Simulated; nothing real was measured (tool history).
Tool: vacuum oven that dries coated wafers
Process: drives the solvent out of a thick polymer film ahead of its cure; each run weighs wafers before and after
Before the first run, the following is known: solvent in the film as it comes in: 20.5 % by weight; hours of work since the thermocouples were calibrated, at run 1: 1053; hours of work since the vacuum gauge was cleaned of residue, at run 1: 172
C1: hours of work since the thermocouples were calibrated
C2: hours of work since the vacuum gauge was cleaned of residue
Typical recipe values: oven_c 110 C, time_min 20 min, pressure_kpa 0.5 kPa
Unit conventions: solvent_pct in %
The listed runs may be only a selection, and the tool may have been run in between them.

Run 1, hour 0: usual settings; C1 1053; C2 172. Result: solvent_pct 2.4 %.
Run 2, hour 64.3: usual settings; C1 1097; C2 216. Result: solvent_pct 2.36 %.
Run 3, hour 92.5: usual settings; C1 1117; C2 236. Result: solvent_pct 2.36 %.
Run 4, hour 120.5: usual settings but pressure_kpa 1.5 kPa; C1 1136; C2 255. Result: solvent_pct 2.98 %.
Run 5, hour 160.1: usual settings but time_min 10 min; C1 1163; C2 282. Result: solvent_pct 6.05 %.
Run 6, hour 188.2: usual settings; C1 1182; C2 301. Result: solvent_pct 2.43 %.
Run 7, hour 249.1: usual settings; C1 1224; C2 343. Result: solvent_pct 2.39 %.
At hour 291.1: oven's thermocouples calibrated.
Run 8, hour 293.8: usual settings; C1 2; C2 372. Result: solvent_pct 3.19 %.
Run 9, hour 340.3: usual settings; C1 34; C2 404. Result: solvent_pct 3.02 %.
Run 10, hour 375.1: usual settings but time_min 11 min; C1 58; C2 428. Result: solvent_pct 6.44 %.
Run 11, hour 426.5: usual settings but oven_c 108 C; C1 93; C2 463. Result: solvent_pct 3.73 %.
Run 12, hour 465: usual settings but oven_c 108 C; C1 119; C2 489. Result: solvent_pct 3.82 %.
Run 13, hour 496.1: usual settings but pressure_kpa 0.969 kPa; C1 140; C2 511. Result: solvent_pct 3.27 %.
Run 14, hour 554.8: usual settings but pressure_kpa 0.969 kPa; C1 181; C2 551. Result: solvent_pct 3.43 %.
Run 15, hour 602.5: usual settings but pressure_kpa 1.055 kPa; C1 213; C2 584. Result: solvent_pct 3.39 %.
Run 16, hour 655.3: usual settings but pressure_kpa 1.055 kPa; C1 249; C2 620. Result: solvent_pct 3.35 %.
Run 17, hour 707.5: usual settings but pressure_kpa 1.055 kPa; C1 285; C2 655. Result: solvent_pct 3.33 %.
At hour 713.3: vacuum gauge cleaned of residue and calibrated.
Run 18, hour 759.4: usual settings; C1 320; C2 32. Result: solvent_pct 3.16 %.
Run 19, hour 790.1: usual settings but oven_c 100 C; C1 341; C2 53. Result: solvent_pct 6.98 %.
Run 20, hour 816.9: usual settings but oven_c 100 C; C1 359; C2 71. Result: solvent_pct 6.78 %.
Run 21, hour 844.4: usual settings but oven_c 100 C; C1 378; C2 90. Result: solvent_pct 6.9 %.
Run 22, hour 889.9: usual settings but oven_c 115 C; C1 409; C2 121. Result: solvent_pct 1.88 %.
At hour 895.9: vacuum gauge cleaned of residue and calibrated, once more.
Run 23, hour 951.2: usual settings but oven_c 115 C; C1 450; C2 38. Result: solvent_pct 1.44 %.
Run 24, hour 984.6: usual settings but oven_c 122 C; C1 473; C2 61. Result: solvent_pct 0.47 %.
Run 25, hour 1018.9: usual settings but oven_c 122 C, time_min 22 min, pressure_kpa 0.801 kPa; C1 496; C2 84. Result: solvent_pct 0.6 %.
Run 26, hour 1077.9: usual settings but oven_c 122 C, time_min 22 min, pressure_kpa 0.801 kPa; C1 537; C2 125. Result: solvent_pct 0.66 %.
Run 27, hour 1132.3: usual settings but oven_c 111 C, time_min 16 min, pressure_kpa 0.945 kPa; C1 574; C2 162. Result: solvent_pct 3.78 %.
Run 28, hour 1195.1: usual settings but oven_c 111 C, time_min 12 min, pressure_kpa 0.945 kPa; C1 617; C2 205. Result: solvent_pct 5.23 %.
Run 29, hour 1250.3: usual settings but oven_c 111 C, time_min 33 min, pressure_kpa 0.275 kPa; C1 655; C2 243. Result: solvent_pct 0.76 %.
Run 30, hour 1310.6: usual settings but oven_c 121 C, time_min 16 min, pressure_kpa 0.275 kPa; C1 696; C2 284. Result: solvent_pct 0.97 %.
Run 31, hour 1355.1: usual settings but oven_c 121 C, time_min 16 min, pressure_kpa 0.275 kPa; C1 727; C2 314. Result: solvent_pct 0.8 %.
Run 32, hour 1397.8: usual settings but oven_c 124 C, pressure_kpa 1.215 kPa; C1 756; C2 344. Result: solvent_pct 0.81 %.
Run 33, hour 1442.5: usual settings but oven_c 124 C, pressure_kpa 1.215 kPa; C1 786; C2 374. Result: solvent_pct 0.74 %.
Run 34, hour 1493.3: usual settings but oven_c 118 C; C1 821; C2 409. Result: solvent_pct 0.95 %.
Run 35, hour 1524.7: usual settings but oven_c 118 C, pressure_kpa 0.693 kPa; C1 843; C2 431. Result: solvent_pct 1.07 %.
Run 36, hour 1564.5: usual settings but oven_c 118 C, pressure_kpa 0.693 kPa; C1 870; C2 458. Result: solvent_pct 1.08 %.
Run 37, hour 1623.3: usual settings but oven_c 124 C, time_min 24 min, pressure_kpa 0.937 kPa; C1 910; C2 498. Result: solvent_pct 0.59 %.
Run 38, hour 1670.8: usual settings but oven_c 124 C, time_min 24 min, pressure_kpa 0.937 kPa; C1 943; C2 531. Result: solvent_pct 0.56 %.
Run 39, hour 1727.3: usual settings but oven_c 117 C, time_min 13 min, pressure_kpa 0.937 kPa; C1 981; C2 569. Result: solvent_pct 2.64 %.
Run 40, hour 1758.7: usual settings but oven_c 117 C, time_min 13 min, pressure_kpa 0.937 kPa; C1 1003; C2 591. Result: solvent_pct 2.79 %.
Run 41, hour 1795.9: usual settings but oven_c 117 C, time_min 13 min, pressure_kpa 0.937 kPa; C1 1029; C2 616. Result: solvent_pct 2.64 %.

Estimate the outcome of run 42 from the log above:
Run 42, hour 1823.6: usual settings but time_min 21 min; C1 1047; C2 635. Result: solvent_pct ?.

Run 42 produced solvent_pct 2.24 %.
On a tool with no hidden condition, and with the same random variation, this run would have come out at solvent_pct 2.62 %.
